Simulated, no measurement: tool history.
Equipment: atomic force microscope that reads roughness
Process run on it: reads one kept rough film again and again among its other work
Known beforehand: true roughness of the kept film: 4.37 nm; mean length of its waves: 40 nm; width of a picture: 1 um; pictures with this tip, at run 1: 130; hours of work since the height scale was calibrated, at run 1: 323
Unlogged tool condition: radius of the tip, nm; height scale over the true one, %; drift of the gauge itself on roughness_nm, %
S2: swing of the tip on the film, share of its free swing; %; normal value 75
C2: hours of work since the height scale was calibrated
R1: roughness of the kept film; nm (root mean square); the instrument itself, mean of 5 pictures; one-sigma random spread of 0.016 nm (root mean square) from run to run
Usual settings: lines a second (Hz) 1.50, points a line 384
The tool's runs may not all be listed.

{"run": 1, "hour": 0.0, "lines a second (Hz)": 1.5, "S2": 75, "points a line": 384, "pictures with this tip": 130, "C2": 323, "R1": 3.661}
{"run": 2, "hour": 8.9, "lines a second (Hz)": 1.5, "S2": 75, "points a line": 384, "pictures with this tip": 151, "C2": 330, "R1": 3.644}
{"run": 3, "hour": 22.9, "lines a second (Hz)": 1.5, "S2": 75, "points a line": 384, "pictures with this tip": 185, "C2": 341, "R1": 3.58}
{"hour": 37.4, "done": "new tip fitted"}
{"run": 4, "hour": 41.4, "lines a second (Hz)": 3.21, "S2": 75, "points a line": 384, "pictures with this tip": 9, "C2": 355, "R1": 3.562}
{"run": 5, "hour": 48.6, "lines a second (Hz)": 3.21, "S2": 75, "points a line": 384, "pictures with this tip": 27, "C2": 361, "R1": 3.525}
{"run": 6, "hour": 65.3, "lines a second (Hz)": 3.21, "S2": 75, "points a line": 384, "pictures with this tip": 67, "C2": 374, "R1": 3.471}
{"run": 7, "hour": 82.6, "lines a second (Hz)": 1.5, "S2": 75, "points a line": 384, "pictures with this tip": 110, "C2": 387, "R1": 3.662}
{"run": 8, "hour": 94.9, "lines a second (Hz)": 1.39, "S2": 75, "points a line": 384, "pictures with this tip": 140, "C2": 397, "R1": 3.611}
{"run": 9, "hour": 112.0, "lines a second (Hz)": 1.5, "S2": 75, "points a line": 384, "pictures with this tip": 181, "C2": 410, "R1": 3.573}
{"run": 10, "hour": 124.8, "lines a second (Hz)": 1.5, "S2": 75, "points a line": 384, "pictures with this tip": 212, "C2": 420, "R1": 3.506}
{"hour": 129.1, "done": "new tip fitted"}
{"run": 11, "hour": 138.0, "lines a second (Hz)": 1.5, "S2": 75, "points a line": 384, "pictures with this tip": 21, "C2": 430, "R1": 3.842}
{"run": 12, "hour": 151.0, "lines a second (Hz)": 1.79, "S2": 75, "points a line": 384, "pictures with this tip": 53, "C2": 440, "R1": 3.738}
{"run": 13, "hour": 166.8, "lines a second (Hz)": 1.79, "S2": 75, "points a line": 384, "pictures with this tip": 91, "C2": 452, "R1": 3.674}
{"run": 14, "hour": 182.8, "lines a second (Hz)": 1.79, "S2": 75, "points a line": 384, "pictures with this tip": 130, "C2": 464, "R1": 3.575}
{"run": 15, "hour": 195.3, "lines a second (Hz)": 1.5, "S2": 75, "points a line": 800, "pictures with this tip": 161, "C2": 474, "R1": 3.603}
{"hour": 197.2, "done": "height scale calibrated on a step standard"}
{"run": 16, "hour": 205.5, "lines a second (Hz)": 1.5, "S2": 75, "points a line": 384, "pictures with this tip": 183, "C2": 6, "R1": 3.576}
{"run": 17, "hour": 216.4, "lines a second (Hz)": 1.5, "S2": 75, "points a line": 384, "pictures with this tip": 210, "C2": 15, "R1": 3.529}
{"hour": 221.8, "done": "new tip fitted"}
{"run": 18, "hour": 230.0, "lines a second (Hz)": 1.5, "S2": 75, "points a line": 384, "pictures with this tip": 20, "C2": 25, "R1": 3.827}
{"run": 19, "hour": 239.4, "lines a second (Hz)": 1.5, "S2": 75, "points a line": 555, "pictures with this tip": 43, "C2": 32, "R1": 3.78}
{"run": 20, "hour": 256.8, "lines a second (Hz)": 1.5, "S2": 75, "points a line": 555, "pictures with this tip": 85, "C2": 46, "R1": 3.72}
{"hour": 259.9, "done": "height scale calibrated on a step standard, once more"}
{"run": 21, "hour": 265.4, "lines a second (Hz)": 1.5, "S2": 75, "points a line": 555, "pictures with this tip": 103, "C2": 4, "R1": 3.731}
{"run": 22, "hour": 273.0, "lines a second (Hz)": 2.79, "S2": 79, "points a line": 389, "pictures with this tip": 122, "C2": 10, "R1": 3.397}
{"run": 23, "hour": 282.9, "lines a second (Hz)": 2.79, "S2": 79, "points a line": 389, "pictures with this tip": 146, "C2": 18, "R1": 3.395}
{"run": 24, "hour": 297.3, "lines a second (Hz)": 2.79, "S2": 79, "points a line": 389, "pictures with this tip": 181, "C2": 29, "R1": 3.308}
{"run": 25, "hour": 311.1, "lines a second (Hz)": 2.01, "S2": 78, "points a line": 401, "pictures with this tip": 215, "C2": 40, "R1": 3.422}
{"hour": 314.3, "done": "new tip fitted"}
{"run": 26, "hour": 319.1, "lines a second (Hz)": 2.01, "S2": 78, "points a line": 401, "pictures with this tip": 12, "C2": 46, "R1": 3.691}
{"run": 27, "hour": 335.3, "lines a second (Hz)": 2.01, "S2": 74, "points a line": 401, "pictures with this tip": 51, "C2": 58, "R1": 3.723}
{"run": 28, "hour": 345.8, "lines a second (Hz)": 2.57, "S2": 61, "points a line": 401, "pictures with this tip": 77, "C2": 66, "R1": 3.77}
{"run": 29, "hour": 361.8, "lines a second (Hz)": 2.59, "S2": 56, "points a line": 401, "pictures with this tip": 116, "C2": 79, "R1": 3.799}
{"run": 30, "hour": 376.2, "lines a second (Hz)": 1.5, "S2": 67, "points a line": 506, "pictures with this tip": 151, "C2": 90, "R1": 3.69}
{"run": 31, "hour": 388.5, "lines a second (Hz)": 2.07, "S2": 63, "points a line": 953, "pictures with this tip": 181, "C2": 99, "R1": 3.638}
{"run": 32, "hour": 403.7, "lines a second (Hz)": 3.19, "S2": 75, "points a line": 382, "pictures with this tip": 218, "C2": 111, "R1": 3.299}
{"hour": 405.3, "done": "new tip fitted"}
{"run": 33, "hour": 415.9, "lines a second (Hz)": 1.5, "S2": 69, "points a line": 631, "pictures with this tip": 25, "C2": 120, "R1": 3.871}
{"run": 34, "hour": 427.1, "lines a second (Hz)": 1.39, "S2": 76, "points a line": 846, "pictures with this tip": 53, "C2": 129, "R1": 3.768}
{"run": 35, "hour": 436.0, "lines a second (Hz)": 1.71, "S2": 78, "points a line": 315, "pictures with this tip": 74, "C2": 136, "R1": 3.608}
{"run": 36, "hour": 446.4, "lines a second (Hz)": 1.5, "S2": 56, "points a line": 849, "pictures with this tip": 100, "C2": 144, "R1": 3.867}
{"run": 37, "hour": 463.6, "lines a second (Hz)": 1.5, "S2": 56, "points a line": 849, "pictures with this tip": 141, "C2": 157, "R1": 3.821}
{"run": 38, "hour": 474.9, "lines a second (Hz)": 1.5, "S2": 56, "points a line": 849, "pictures with this tip": 169, "C2": 166, "R1": 3.74}
{"run": 39, "hour": 492.1, "lines a second (Hz)": 1.5, "S2": 60, "points a line": 432, "pictures with this tip": 211, "C2": 179, "R1": 3.66}

Each run again, without the hidden state but with its own random variation kept:
run=1 R1=3.860
run=2 R1=3.876
run=3 R1=3.858
run=4 R1=3.596
run=5 R1=3.586
run=6 R1=3.597
run=7 R1=3.867
run=8 R1=3.863
run=9 R1=3.889
run=10 R1=3.863
run=11 R1=3.887
run=12 R1=3.835
run=13 R1=3.829
run=14 R1=3.788
run=15 R1=3.866
run=16 R1=3.878
run=17 R1=3.871
run=18 R1=3.881
run=19 R1=3.869
run=20 R1=3.872
run=21 R1=3.897
run=22 R1=3.572
run=23 R1=3.610
run=24 R1=3.565
run=25 R1=3.738
run=26 R1=3.721
run=27 R1=3.817
run=28 R1=3.912
run=29 R1=4.007
run=30 R1=3.949
run=31 R1=3.941
run=32 R1=3.627
run=33 R1=3.930
run=34 R1=3.873
run=35 R1=3.741
run=36 R1=4.054
run=37 R1=4.080
run=38 R1=4.041
run=39 R1=4.022
